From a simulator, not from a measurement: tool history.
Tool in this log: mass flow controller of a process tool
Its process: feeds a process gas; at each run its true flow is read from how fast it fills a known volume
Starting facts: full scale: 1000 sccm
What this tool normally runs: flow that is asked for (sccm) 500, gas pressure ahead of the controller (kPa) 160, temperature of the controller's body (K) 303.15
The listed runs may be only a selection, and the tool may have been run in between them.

| run | hour | flow that is asked for (sccm) | gas pressure ahead of the controller (kPa) | temperature of the controller's body (K) | true flow (%) |
|---|---|---|---|---|---|
| 1 | 0.0 | 500 | 160 | 303.15 | 98.55 |
| 2 | 304.5 | 500 | 222 | 303.15 | 99.23 |
| 3 | 473.4 | 500 | 222 | 303.15 | 99.11 |
| 4 | 804.2 | 500 | 222 | 303.15 | 99.31 |
| 5 | 1061.2 | 500 | 160 | 312.15 | 97.90 |
| 6 | 1398.0 | 500 | 160 | 301.15 | 99.23 |
| 7 | 1719.3 | 500 | 160 | 303.15 | 99.14 |
| 8 | 2014.5 | 500 | 160 | 303.15 | 99.15 |
|  | 2135.1 | controller exchanged for a calibrated one |
| 9 | 2203.8 | 500 | 160 | 303.15 | 99.17 |
| 10 | 2368.9 | 500 | 160 | 303.15 | 99.26 |
| 11 | 2736.6 | 484 | 160 | 303.15 | 99.48 |
| 12 | 2955.0 | 484 | 160 | 303.15 | 99.42 |
| 13 | 3322.5 | 484 | 160 | 303.15 | 99.43 |
| 14 | 3626.0 | 500 | 160 | 303.15 | 99.84 |
| 15 | 4004.7 | 500 | 160 | 294.15 | 100.77 |
| 16 | 4387.4 | 500 | 274 | 294.15 | 101.60 |
| 17 | 4754.6 | 500 | 160 | 303.15 | 99.89 |
| 18 | 5074.8 | 500 | 160 | 303.15 | 100.12 |
| 19 | 5308.7 | 500 | 160 | 303.15 | 100.19 |
| 20 | 5623.1 | 500 | 160 | 303.15 | 100.04 |
| 21 | 5819.9 | 500 | 160 | 303.15 | 100.24 |
| 22 | 6030.9 | 500 | 160 | 303.15 | 100.33 |
|  | 6074.9 | gauge calibrated |
| 23 | 6212.6 | 500 | 160 | 303.15 | 98.72 |
| 24 | 6445.0 | 500 | 160 | 303.15 | 98.75 |
| 25 | 6832.4 | 500 | 160 | 297.15 | 99.45 |
| 26 | 7083.4 | 104 | 160 | 302.15 | 98.42 |
| 27 | 7388.3 | 193 | 160 | 306.15 | 98.27 |
| 28 | 7725.1 | 193 | 277 | 306.15 | 99.20 |
| 29 | 7894.4 | 193 | 266 | 306.15 | 99.22 |
| 30 | 8091.6 | 193 | 266 | 306.15 | 99.18 |
| 31 | 8346.8 | 193 | 266 | 306.15 | 99.45 |
| 32 | 8594.3 | 454 | 150 | 299.15 | 99.53 |
| 33 | 8850.1 | 500 | 179 | 298.15 | 100.09 |
| 34 | 9145.2 | 196 | 241 | 306.15 | 99.44 |
| 35 | 9432.0 | 196 | 241 | 306.15 | 99.31 |
| 36 | 9697.4 | 716 | 200 | 307.15 | 99.68 |
| 37 | 9923.0 | 716 | 200 | 307.15 | 99.70 |
| 38 | 10150.3 | 716 | 200 | 307.15 | 99.82 |
| 39 | 10430.1 | 419 | 160 | 303.15 | 99.91 |
| 40 | 10707.8 | 131 | 147 | 301.15 | 99.69 |
| 41 | 11040.8 | 131 | 147 | 301.15 | 99.61 |
| 42 | 11236.0 | 500 | 247 | 302.15 | 100.80 |
| 43 | 11515.6 | 359 | 243 | 295.15 | 101.47 |
| 44 | 11680.9 | 190 | 159 | 306.15 | 99.42 |
| 45 | 11850.8 | 232 | 192 | 302.15 | 100.29 |
| 46 | 12146.5 | 614 | 246 | 311.15 | 100.28 |
| 47 | 12409.3 | 500 | 238 | 301.15 | 101.22 |

Hidden state or all else? Some run-to-run changes of true flow (%), split into what the settings, what came in and random variation would give without the hidden state, and what is left for the hidden state (with any gauge scatter that isn't in both results):
The tool's hidden condition here consists of: flow at rest that the sensor doesn't see, % of full scale; true flow over the shown one, %; drift of the gauge itself on true_pct, %.
Run 14 -> 15: temperature of the controller's body (K) 303.15 -> 294.15. true flow (%) +0.93: hidden state +0.12, all else +0.81.
Run 15 -> 16: gas pressure ahead of the controller (kPa) 160 -> 274. true flow (%) +0.83: hidden state +0.12, all else +0.71.
Run 16 -> 17: gas pressure ahead of the controller (kPa) 274 -> 160, temperature of the controller's body (K) 294.15 -> 303.15. true flow (%) -1.71: hidden state +0.08, all else -1.79.
Run 22 -> 23: gauge calibrated. true flow (%) -1.61: hidden state -1.65, all else +0.04.
Run 43 -> 44: flow that is asked for (sccm) 359 -> 190, gas pressure ahead of the controller (kPa) 243 -> 159, temperature of the controller's body (K) 295.15 -> 306.15. true flow (%) -2.05: hidden state +0.01, all else -2.06.
